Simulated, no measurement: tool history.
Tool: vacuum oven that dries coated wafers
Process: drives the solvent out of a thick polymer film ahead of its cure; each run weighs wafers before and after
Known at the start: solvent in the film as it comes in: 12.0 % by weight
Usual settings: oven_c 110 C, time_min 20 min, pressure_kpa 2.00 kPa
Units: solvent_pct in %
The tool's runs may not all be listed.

run,day,oven_c,time_min,pressure_kpa,solvent_pct
1,0.000,110,20,2.00,3.33
2,2.246,110,20,2.00,3.32
3,4.508,110,20,2.00,3.33
4,5.825,110,35,2.00,2.55
5,8.050,110,18,2.00,3.55
6,9.546,110,18,2.00,3.53
7,10.942,110,18,2.00,3.54
8,13.108,110,20,1.93,3.23
# day 15.317: oven's thermocouples calibrated
9,15.533,110,20,1.93,3.20
10,18.038,110,20,1.93,3.15
11,20.350,110,20,1.93,3.18
12,23.046,110,20,1.93,3.12
13,25.442,110,20,1.93,3.11
14,26.988,110,20,1.93,3.13
15,28.529,110,11,2.00,4.65
# day 28.942: oven's thermocouples calibrated, once more
16,30.950,110,13,2.00,4.83
17,32.783,105,11,2.77,6.92
18,34.567,106,11,1.22,5.30
19,36.162,106,11,1.22,5.29
20,38.417,102,20,5.94,10.20
21,39.771,101,21,2.00,5.33
22,42.171,101,19,2.00,5.51
23,44.404,101,26,2.65,5.76
# day 46.308: vacuum gauge cleaned of residue and calibrated
24,46.625,101,26,2.65,5.36
25,48.083,102,26,1.29,3.35
26,50.300,102,26,1.29,3.32
27,52.708,108,17,1.80,3.95

The next listed run, before its measurement:
28,54.617,122,17,6.44,?

solvent_pct: 5.41 %
Without the tool's hidden state the same run would have given solvent_pct 5.57 %.
